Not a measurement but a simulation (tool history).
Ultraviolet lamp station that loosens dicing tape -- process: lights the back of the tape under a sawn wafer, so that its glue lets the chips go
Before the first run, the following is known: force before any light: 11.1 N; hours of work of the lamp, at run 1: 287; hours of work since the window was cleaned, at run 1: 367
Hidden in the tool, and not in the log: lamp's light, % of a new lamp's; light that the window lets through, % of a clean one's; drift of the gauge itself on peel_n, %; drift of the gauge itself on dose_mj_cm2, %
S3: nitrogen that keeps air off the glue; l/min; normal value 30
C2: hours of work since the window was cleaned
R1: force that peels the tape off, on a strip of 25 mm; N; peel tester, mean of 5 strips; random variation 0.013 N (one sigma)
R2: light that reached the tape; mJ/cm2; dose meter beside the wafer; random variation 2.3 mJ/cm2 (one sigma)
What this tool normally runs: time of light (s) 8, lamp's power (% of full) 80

Run 1, hour 0: usual settings; hours of work of the lamp 287; C2 367. Result: R1 0.8 N, R2 201 mJ/cm2.
Run 2, hour 52.1: usual settings; hours of work of the lamp 327; C2 407. Result: R1 0.818 N, R2 199 mJ/cm2.
Run 3, hour 90.5: usual settings; hours of work of the lamp 356; C2 437. Result: R1 0.827 N, R2 201 mJ/cm2.
Run 4, hour 157.6: usual settings; hours of work of the lamp 408; C2 488. Result: R1 0.869 N, R2 197 mJ/cm2.
At hour 168.6: window cleaned of glue's vapour.
Run 5, hour 199.9: usual settings but time of light (s) 7; hours of work of the lamp 440; C2 24. Result: R1 1.255 N, R2 162 mJ/cm2.
Run 6, hour 271.1: usual settings but time of light (s) 10; hours of work of the lamp 494; C2 78. Result: R1 0.545 N, R2 236 mJ/cm2.
At hour 304.9: window cleaned of glue's vapour, once more.
Run 7, hour 325.2: usual settings; hours of work of the lamp 535; C2 16. Result: R1 0.785 N, R2 203 mJ/cm2.
Run 8, hour 374.5: usual settings; hours of work of the lamp 573; C2 53. Result: R1 0.79 N, R2 201 mJ/cm2.
Run 9, hour 450.2: usual settings; hours of work of the lamp 631; C2 111. Result: R1 0.857 N, R2 196 mJ/cm2.
Run 10, hour 510.1: usual settings; hours of work of the lamp 677; C2 157. Result: R1 0.883 N, R2 194 mJ/cm2.
Run 11, hour 587.2: usual settings; hours of work of the lamp 736; C2 216. Result: R1 0.886 N, R2 190 mJ/cm2.
Run 12, hour 641.3: usual settings; hours of work of the lamp 777; C2 257. Result: R1 0.944 N, R2 193 mJ/cm2.
Run 13, hour 676.3: usual settings but time of light (s) 15; hours of work of the lamp 804; C2 284. Result: R1 0.218 N, R2 347 mJ/cm2.
Run 14, hour 730.9: usual settings but S3 53 l/min; hours of work of the lamp 845; C2 326. Result: R1 0.672 N, R2 183 mJ/cm2.
Run 15, hour 785.7: usual settings but lamp's power (% of full) 84; hours of work of the lamp 887; C2 368. Result: R1 0.912 N, R2 184 mJ/cm2.
Run 16, hour 861.4: usual settings but time of light (s) 10; hours of work of the lamp 945; C2 426. Result: R1 0.642 N, R2 222 mJ/cm2.
Run 17, hour 902.7: usual settings; hours of work of the lamp 977; C2 457. Result: R1 1.128 N, R2 171 mJ/cm2.
Run 18, hour 949.3: usual settings; hours of work of the lamp 1012; C2 493. Result: R1 1.147 N, R2 171 mJ/cm2.
At hour 954.8: window cleaned of glue's vapour.
Run 19, hour 1010.4: usual settings but time of light (s) 6; hours of work of the lamp 1059; C2 43. Result: R1 1.764 N, R2 135 mJ/cm2.
Run 20, hour 1042.8: usual settings but time of light (s) 10; hours of work of the lamp 1084; C2 67. Result: R1 0.561 N, R2 225 mJ/cm2.
Run 21, hour 1087.7: usual settings; hours of work of the lamp 1118; C2 102. Result: R1 1.038 N, R2 178 mJ/cm2.
Run 22, hour 1144.2: usual settings but lamp's power (% of full) 73; hours of work of the lamp 1161; C2 145. Result: R1 1.278 N, R2 160 mJ/cm2.
Run 23, hour 1192.8: usual settings but lamp's power (% of full) 90; hours of work of the lamp 1198; C2 182. Result: R1 0.831 N, R2 197 mJ/cm2.
Run 24, hour 1243.4: usual settings but S3 15 l/min; hours of work of the lamp 1237; C2 221. Result: R1 1.771 N, R2 174 mJ/cm2.
Run 25, hour 1306.9: usual settings but S3 15 l/min; hours of work of the lamp 1286; C2 269. Result: R1 1.857 N, R2 167 mJ/cm2.
Run 26, hour 1345.9: usual settings but time of light (s) 6, S3 15 l/min; hours of work of the lamp 1315; C2 299. Result: R1 2.903 N, R2 131 mJ/cm2.

Run 27 comes next. What will it give?
Run 27, hour 1421.4: usual settings but time of light (s) 13, lamp's power (% of full) 63, S3 9 l/min; hours of work of the lamp 1373; C2 357. Result: R1 ?, R2 ?.

{"run 27": {"R1": 1.771, "R2": 208}}
Were there no unlogged condition in the tool, this run, its random variation unchanged, would have produced R1 0.921 N, R2 289 mJ/cm2.
